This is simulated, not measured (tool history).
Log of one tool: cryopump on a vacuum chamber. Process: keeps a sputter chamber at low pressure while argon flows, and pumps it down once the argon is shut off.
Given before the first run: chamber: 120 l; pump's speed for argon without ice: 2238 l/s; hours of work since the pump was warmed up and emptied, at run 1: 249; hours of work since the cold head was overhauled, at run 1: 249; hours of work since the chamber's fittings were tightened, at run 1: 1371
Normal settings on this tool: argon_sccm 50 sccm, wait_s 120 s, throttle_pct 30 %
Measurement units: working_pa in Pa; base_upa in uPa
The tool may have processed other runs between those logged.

| run | hour | argon_sccm | wait_s | throttle_pct | hours of work since the pump was warmed up and emptied | hours of work since the cold head was overhauled | hours of work since the chamber's fittings were tightened | working_pa | base_upa |
|---|---|---|---|---|---|---|---|---|---|
| 1 | 0 | 50 | 120 | 30 | 249 | 249 | 1371 | 0.1283 | 1.28 |
| 2 | 47.9 | 50 | 120 | 20 | 288 | 288 | 1410 | 0.1902 | 1.26 |
| 3 | 98.4 | 50 | 120 | 30 | 329 | 329 | 1451 | 0.1277 | 1.32 |
| 4 | 141.7 | 50 | 120 | 30 | 364 | 364 | 1486 | 0.1302 | 1.35 |
| 5 | 168.2 | 50 | 120 | 30 | 385 | 385 | 1507 | 0.129 | 1.38 |
| 6 | 200.5 | 50 | 120 | 30 | 412 | 412 | 1533 | 0.1302 | 1.4 |
| 7 | 250.4 | 50 | 120 | 30 | 452 | 452 | 1574 | 0.1309 | 1.49 |
| 8 | 299.4 | 50 | 120 | 30 | 492 | 492 | 1613 | 0.1304 | 1.46 |
| 9 | 344.5 | 50 | 120 | 30 | 528 | 528 | 1650 | 0.1307 | 1.57 |
| 10 | 367.9 | 50 | 120 | 30 | 547 | 547 | 1669 | 0.1314 | 1.55 |
| 11 | 415.7 | 50 | 120 | 30 | 586 | 586 | 1708 | 0.1331 | 1.58 |
| 12 | 464.3 | 50 | 120 | 30 | 625 | 625 | 1747 | 0.1321 | 1.62 |
| 13 | 511.6 | 23 | 120 | 56 | 663 | 663 | 1785 | 0.0342 | 1.69 |
| 14 | 536.5 | 65 | 30 | 23 | 684 | 684 | 1805 | 0.2226 | 2.43 |
| 15 | 572.5 | 65 | 30 | 23 | 713 | 713 | 1834 | 0.2216 | 2.56 |
| 16 | 608.2 | 45 | 47 | 26 | 742 | 742 | 1863 | 0.1359 | 2.12 |
| 17 | 645.5 | 50 | 251 | 30 | 772 | 772 | 1894 | 0.1349 | 1.6 |
| 18 | 693.7 | 28 | 99 | 58 | 811 | 811 | 1933 | 0.0412 | 1.93 |
| 19 | 743.5 | 71 | 24 | 16 | 851 | 851 | 1973 | 0.3479 | 2.89 |
| 20 | 788.4 | 71 | 24 | 29 | 887 | 887 | 2009 | 0.2001 | 2.95 |
| 21 | 822 | 71 | 24 | 29 | 915 | 915 | 2036 | 0.2 | 2.99 |
| 22 | 856.7 | 71 | 23 | 40 | 943 | 943 | 2065 | 0.1505 | 3.06 |

Forecast each of these 3 alternatives for the next run:
| A | 896.7 | 60 | 29 | 40 | 975 | 975 | 2097 | ? | ? |
| B | 896.7 | 50 | 117 | 27 | 975 | 975 | 2097 | ? | ? |
| C | 896.7 | 100 | 23 | 40 | 975 | 975 | 2097 | ? | ? |

| run | working_pa | base_upa |
|---|---|---|
| A | 0.1266 | 2.84 |
| B | 0.1505 | 1.98 |
| C | 0.2103 | 3.08 |
Without the tool's unlogged condition, the same runs would have read:
| run | working_pa | base_upa |
|---|---|---|
| A | 0.1131 | 1.22 |
| B | 0.1393 | 0.39 |
| C | 0.1879 | 1.49 |
